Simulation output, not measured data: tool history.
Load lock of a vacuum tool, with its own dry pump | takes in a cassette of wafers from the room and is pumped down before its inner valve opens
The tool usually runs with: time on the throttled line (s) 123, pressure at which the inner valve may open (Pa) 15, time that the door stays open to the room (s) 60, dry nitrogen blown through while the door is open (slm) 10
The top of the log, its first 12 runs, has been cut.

run	day	time on the throttled line (s)	pressure at which the inner valve may open (Pa)	time that the door stays open to the room (s)	dry nitrogen blown through while the door is open (slm)	incoming humidity of the room's air, %	time from the closed door until the inner valve may open (s)	rise of the pressure with all valves shut (Pa/min)
13	90.117	123	15	60	14	42.8	184.1	0.131
14	99.646	123	15	60	14	47.9	183.2	0.144
15	108.717	123	15	60	14	44.9	183.7	0.132
16	115.138	123	15	60	10	45.5	185.1	0.154
17	121.088	123	15	60	10	42.9	185.0	0.140
18	128.246	123	15	60	10	44.9	185.4	0.151
19	136.646	123	18	60	10	45.0	182.3	0.149
20	146.054	116	14	60	10	49.3	180.7	0.162
21	150.792	126	17	60	10	44.3	186.5	0.155
22	156.125	78	15	60	10	43.2	148.8	0.164
23	165.662	78	15	60	10	43.7	149.3	0.166
24	173.571	112	29	32	25	41.9	171.5	0.141
25	179.196	112	29	32	25	47.0	171.4	0.149
26	187.258	123	15	105	9	42.9	186.9	0.179
27	194.488	94	29	184	19	46.2	153.5	0.183
28	198.658	96	19	172	4	46.2	163.3	0.217
29	204.117	123	15	60	17	46.3	183.2	0.173
30	211.642	123	15	60	17	45.9	188.2	0.171
31	216.221	123	15	60	17	46.2	185.4	0.174
32	224.238	116	15	60	17	49.4	182.9	0.180
33	233.317	123	15	50	40	44.1	184.8	0.165
34	242.967	208	15	60	5	49.0	257.2	0.211
35	247.500	208	15	60	5	44.8	255.8	0.198
36	255.046	208	15	60	5	47.1	259.0	0.210

Below are 3 alternative next runs, each starting from the tool's condition after run 36. Predict each:
A	259.308	208	15	207	5	46.6	?	?
B	259.308	241	13	60	15	44.3	?	?
C	259.308	180	12	60	20	44.2	?	?

run	time from the closed door until the inner valve may open (s)	rise of the pressure with all valves shut (Pa/min)
A	255.9	0.245
B	285.1	0.190
C	239.9	0.186
Take away the tool's hidden state, keep each run's random variation, and the runs would have read:
run	time from the closed door until the inner valve may open (s)	rise of the pressure with all valves shut (Pa/min)
A	251.9	0.087
B	281.2	0.033
C	235.0	0.030

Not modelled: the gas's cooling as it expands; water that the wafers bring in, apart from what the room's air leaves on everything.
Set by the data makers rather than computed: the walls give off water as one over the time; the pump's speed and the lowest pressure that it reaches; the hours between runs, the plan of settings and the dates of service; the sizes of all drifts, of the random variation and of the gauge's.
